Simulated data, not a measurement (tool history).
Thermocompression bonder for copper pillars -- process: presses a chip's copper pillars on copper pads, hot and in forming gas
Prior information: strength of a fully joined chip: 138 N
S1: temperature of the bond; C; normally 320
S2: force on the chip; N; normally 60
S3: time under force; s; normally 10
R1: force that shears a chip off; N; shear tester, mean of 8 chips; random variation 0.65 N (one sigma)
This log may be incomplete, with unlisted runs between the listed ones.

run,hour,S1,S2,S3,R1
1,0.0,320,60,10,78.3
2,12.5,320,60,10,77.4
3,28.0,320,60,10,77.8
4,40.7,320,60,10,77.4
5,61.3,320,60,10,76.8
6,82.3,320,60,10,76.9
7,103.0,327,60,10,82.9
8,124.5,327,60,10,82.8
9,138.4,327,39,18,77.8
# hour 141.6: force cell calibrated
10,154.7,341,39,25,96.0
11,172.7,341,39,25,97.1
12,182.5,312,39,11,54.3
13,192.3,343,39,8,70.4
# hour 207.5: force cell calibrated, once more
14,207.5,343,39,15,86.0
15,225.2,326,44,10,68.1
16,245.6,309,73,8,70.2

Below are 3 alternative next runs, each starting from the tool's condition after run 16. Predict each:
A,259.1,294,60,10,?
B,259.1,298,37,9,?
C,259.1,326,60,10,?

run,R1
A,56.1
B,40.5
C,80.3
What these runs would have given with no unlogged condition in the tool:
run,R1
A,62.0
B,45.2
C,86.9

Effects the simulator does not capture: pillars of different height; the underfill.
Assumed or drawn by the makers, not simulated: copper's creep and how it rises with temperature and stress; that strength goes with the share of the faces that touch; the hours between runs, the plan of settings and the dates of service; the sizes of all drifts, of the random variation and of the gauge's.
